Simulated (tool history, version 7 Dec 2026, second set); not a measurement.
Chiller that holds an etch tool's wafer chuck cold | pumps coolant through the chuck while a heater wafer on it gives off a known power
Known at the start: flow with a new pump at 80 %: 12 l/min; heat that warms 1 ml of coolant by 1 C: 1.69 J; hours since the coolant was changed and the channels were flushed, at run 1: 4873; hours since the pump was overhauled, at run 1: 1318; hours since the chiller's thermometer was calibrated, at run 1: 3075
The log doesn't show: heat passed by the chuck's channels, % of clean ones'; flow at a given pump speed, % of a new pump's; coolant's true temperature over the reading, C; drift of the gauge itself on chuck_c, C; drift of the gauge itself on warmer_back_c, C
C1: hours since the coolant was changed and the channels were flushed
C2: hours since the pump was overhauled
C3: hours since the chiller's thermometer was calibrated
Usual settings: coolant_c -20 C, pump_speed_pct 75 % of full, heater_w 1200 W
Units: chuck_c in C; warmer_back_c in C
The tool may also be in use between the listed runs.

Run 1, hour 0.0: usual settings; C1 4873; C2 1318; C3 3075. Result: chuck_c -5.0 C, warmer_back_c 3.86 C.
Run 2, hour 59.3: usual settings; C1 4932; C2 1377; C3 3134. Result: chuck_c -4.9 C, warmer_back_c 3.85 C.
Run 3, hour 111.9: usual settings but heater_w 1414 W; C1 4985; C2 1430; C3 3187. Result: chuck_c -2.0 C, warmer_back_c 4.56 C.
Run 4, hour 154.2: usual settings but heater_w 1414 W; C1 5027; C2 1472; C3 3229. Result: chuck_c -2.1 C, warmer_back_c 4.55 C.
Run 5, hour 222.6: usual settings but heater_w 1414 W; C1 5095; C2 1540; C3 3297. Result: chuck_c -2.1 C, warmer_back_c 4.49 C.
Run 6, hour 280.4: usual settings but coolant_c -14 C; C1 5153; C2 1598; C3 3355. Result: chuck_c 1.2 C, warmer_back_c 3.83 C.
Run 7, hour 321.9: usual settings but heater_w 1027 W; C1 5195; C2 1639; C3 3396. Result: chuck_c -6.9 C, warmer_back_c 3.35 C.
Run 8, hour 384.9: usual settings but pump_speed_pct 97 % of full; C1 5258; C2 1702; C3 3459. Result: chuck_c -7.8 C, warmer_back_c 2.96 C.
At hour 395.0: coolant pump overhauled.
Run 9, hour 475.8: usual settings but pump_speed_pct 97 % of full; C1 5344; C2 81; C3 3545. Result: chuck_c -7.7 C, warmer_back_c 2.93 C.
Run 10, hour 542.3: usual settings; C1 5410; C2 147; C3 3612. Result: chuck_c -4.5 C, warmer_back_c 3.91 C.
Run 11, hour 602.9: usual settings; C1 5471; C2 208; C3 3672. Result: chuck_c -4.5 C, warmer_back_c 3.87 C.
Run 12, hour 672.8: usual settings but coolant_c -15 C, pump_speed_pct 90 % of full; C1 5541; C2 278; C3 3742. Result: chuck_c -1.8 C, warmer_back_c 3.20 C.
Run 13, hour 723.2: usual settings but coolant_c -15 C, pump_speed_pct 90 % of full; C1 5591; C2 328; C3 3793. Result: chuck_c -1.9 C, warmer_back_c 3.27 C.
Run 14, hour 773.7: usual settings but coolant_c -15 C, pump_speed_pct 90 % of full; C1 5641; C2 379; C3 3843. Result: chuck_c -1.7 C, warmer_back_c 3.28 C.
Run 15, hour 829.7: usual settings but coolant_c -15 C, pump_speed_pct 90 % of full; C1 5697; C2 435; C3 3899. Result: chuck_c -1.8 C, warmer_back_c 3.21 C.
At hour 878.4: coolant pump overhauled, once more.
Run 16, hour 895.5: usual settings but coolant_c -19 C, pump_speed_pct 84 % of full, heater_w 1202 W; C1 5758; C2 17; C3 3960. Result: chuck_c -5.2 C, warmer_back_c 3.37 C.
Run 17, hour 950.9: usual settings but coolant_c -19 C, pump_speed_pct 84 % of full, heater_w 1202 W; C1 5814; C2 72; C3 4015. Result: chuck_c -5.2 C, warmer_back_c 3.36 C.
Run 18, hour 1017.8: usual settings but coolant_c -19 C, pump_speed_pct 84 % of full, heater_w 1202 W; C1 5881; C2 139; C3 4082. Result: chuck_c -5.1 C, warmer_back_c 3.32 C.
Run 19, hour 1067.1: usual settings but coolant_c -16 C, pump_speed_pct 84 % of full, heater_w 1202 W; C1 5930; C2 189; C3 4132. Result: chuck_c -2.2 C, warmer_back_c 3.37 C.
Run 20, hour 1110.8: usual settings but coolant_c -16 C, pump_speed_pct 84 % of full, heater_w 1202 W; C1 5974; C2 232; C3 4175. Result: chuck_c -2.2 C, warmer_back_c 3.35 C.
Run 21, hour 1176.2: usual settings but coolant_c -16 C, pump_speed_pct 84 % of full, heater_w 1202 W; C1 6039; C2 298; C3 4241. Result: chuck_c -2.2 C, warmer_back_c 3.37 C.
Run 22, hour 1227.2: usual settings but coolant_c -23 C, pump_speed_pct 87 % of full, heater_w 1030 W; C1 6090; C2 349; C3 4292. Result: chuck_c -11.4 C, warmer_back_c 2.78 C.

Hidden state at the last listed run before each entry between runs and at the first one after, where it differs:
Between runs 8 and 9: coolant pump overhauled (hour 395.0)
  heat passed by the chuck's channels, % of clean ones': 92.6 -> 92.4; flow at a given pump speed, % of a new pump's: 98.4 -> 97.6
  measured less the result without the state, chuck_c: +0.7 -> +0.7 C; warmer_back_c: +0.05 -> +0.07 C
Between runs 15 and 16: coolant pump overhauled, once more (hour 878.4)
  heat passed by the chuck's channels, % of clean ones': 92 -> 91.9; flow at a given pump speed, % of a new pump's: 97.4 -> 100.5
  measured less the result without the state, chuck_c: +0.8 -> +0.6 C; warmer_back_c: +0.09 -> -0.02 C

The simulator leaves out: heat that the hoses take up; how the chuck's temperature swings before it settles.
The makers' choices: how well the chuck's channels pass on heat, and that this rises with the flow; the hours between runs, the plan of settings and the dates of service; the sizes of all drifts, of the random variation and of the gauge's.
